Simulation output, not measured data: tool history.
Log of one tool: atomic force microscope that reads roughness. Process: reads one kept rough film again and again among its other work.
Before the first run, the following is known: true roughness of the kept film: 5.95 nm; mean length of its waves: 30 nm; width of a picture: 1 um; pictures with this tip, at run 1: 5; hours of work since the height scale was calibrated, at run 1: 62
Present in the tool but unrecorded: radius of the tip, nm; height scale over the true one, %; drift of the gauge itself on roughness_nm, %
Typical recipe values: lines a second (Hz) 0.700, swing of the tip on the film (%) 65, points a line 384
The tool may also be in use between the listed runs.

run	hour	lines a second (Hz)	swing of the tip on the film (%)	points a line	pictures with this tip	hours of work since the height scale was calibrated	roughness of the kept film (nm (root mean square))
1	0.0	0.700	65	384	5	62	4.281
2	26.8	0.700	65	955	24	74	3.538
3	43.7	0.700	65	384	36	81	3.139
4	75.9	0.700	65	725	59	95	2.657
# hour 86.5: new tip fitted
5	108.4	0.700	65	384	15	110	3.884
6	125.3	1.725	65	384	27	117	3.304
7	142.6	1.725	65	384	40	125	3.003
8	171.0	1.725	65	384	60	137	2.576
# hour 179.1: new tip fitted
9	186.2	1.725	65	384	5	144	4.125
10	202.3	0.700	65	384	17	151	3.724
11	220.3	0.700	65	384	30	159	3.290
12	234.9	0.700	65	384	40	165	2.982
13	263.3	0.700	65	384	60	178	2.546
# hour 270.7: new tip fitted
14	293.4	0.700	65	384	16	191	3.805
15	311.9	0.700	65	384	30	199	3.388
16	339.2	0.700	65	384	49	211	2.853
17	359.8	0.700	65	384	64	220	2.565
# hour 363.1: new tip fitted
18	382.7	0.971	65	384	14	230	3.845
19	397.6	0.700	65	384	24	236	3.573
20	411.2	3.084	65	384	34	242	3.003
21	431.1	0.801	65	384	48	251	2.866
# hour 455.5: new tip fitted
22	457.3	0.700	59	384	1	263	4.555
23	470.3	0.700	59	384	11	268	4.064
# hour 473.8: height scale calibrated on a step standard
24	502.4	0.700	59	384	33	13	3.296
25	532.1	0.700	59	384	54	26	2.775
# hour 547.9: new tip fitted
26	550.3	0.700	59	384	1	34	4.566
27	565.7	1.635	87	384	12	40	3.491
# hour 568.7: height scale calibrated on a step standard, once more
28	593.5	1.635	83	384	32	11	2.921
29	625.2	1.635	83	384	54	25	2.472
# hour 641.9: new tip fitted
30	649.8	1.624	69	393	5	36	4.054
31	673.5	1.624	69	393	22	46	3.415
32	704.9	1.624	57	388	44	60	2.945
33	729.0	0.700	65	393	62	70	2.621
# hour 735.0: new tip fitted
34	757.5	2.820	60	411	16	83	3.673
35	782.0	2.273	87	601	34	94	2.685
36	806.3	2.737	85	279	51	104	2.296
# hour 825.7: new tip fitted
37	836.4	0.700	66	612	7	117	4.144
38	857.8	0.951	74	457	23	127	3.441
39	872.6	0.951	71	570	33	133	3.144
40	900.1	0.569	68	719	53	146	2.760
# hour 919.0: new tip fitted
41	922.7	0.700	65	643	2	155	4.512
42	952.5	0.700	65	643	24	168	3.592
43	974.2	0.976	65	643	39	178	3.080
44	995.1	0.595	61	837	54	187	2.795
# hour 1012.2: new tip fitted
45	1018.4	1.824	87	575	4	197	3.761
46	1050.5	1.274	84	781	27	211	3.194
47	1070.1	1.007	66	476	41	220	3.038
48	1084.5	0.779	75	278	51	226	2.760
# hour 1104.5: new tip fitted
49	1105.6	0.779	77	573	1	236	4.431
50	1122.7	0.779	68	476	13	243	3.921
51	1136.7	0.779	68	476	23	249	3.561
52	1157.5	0.564	89	673	38	258	3.006

Measured minus without-hidden-state, run by run (identical run-to-run variation in each term; gauge scatter may differ):
run	roughness of the kept film (nm (root mean square))
1	-0.293
2	-1.086
3	-1.449
4	-1.936
5	-0.750
6	-1.121
7	-1.459
8	-1.866
9	-0.349
10	-0.887
11	-1.306
12	-1.562
13	-2.020
14	-0.731
15	-1.222
16	-1.713
17	-2.009
18	-0.685
19	-1.047
20	-1.259
21	-1.698
22	-0.054
23	-0.562
24	-1.296
25	-1.828
26	-0.044
27	-0.491
28	-1.156
29	-1.647
30	-0.326
31	-0.981
32	-1.611
33	-1.995
34	-0.717
35	-1.129
36	-1.428
37	-0.438
38	-1.067
39	-1.370
40	-1.848
41	-0.118
42	-1.026
43	-1.479
44	-1.822
45	-0.195
46	-1.050
47	-1.496
48	-1.682
49	-0.078
50	-0.661
51	-1.025
52	-1.420
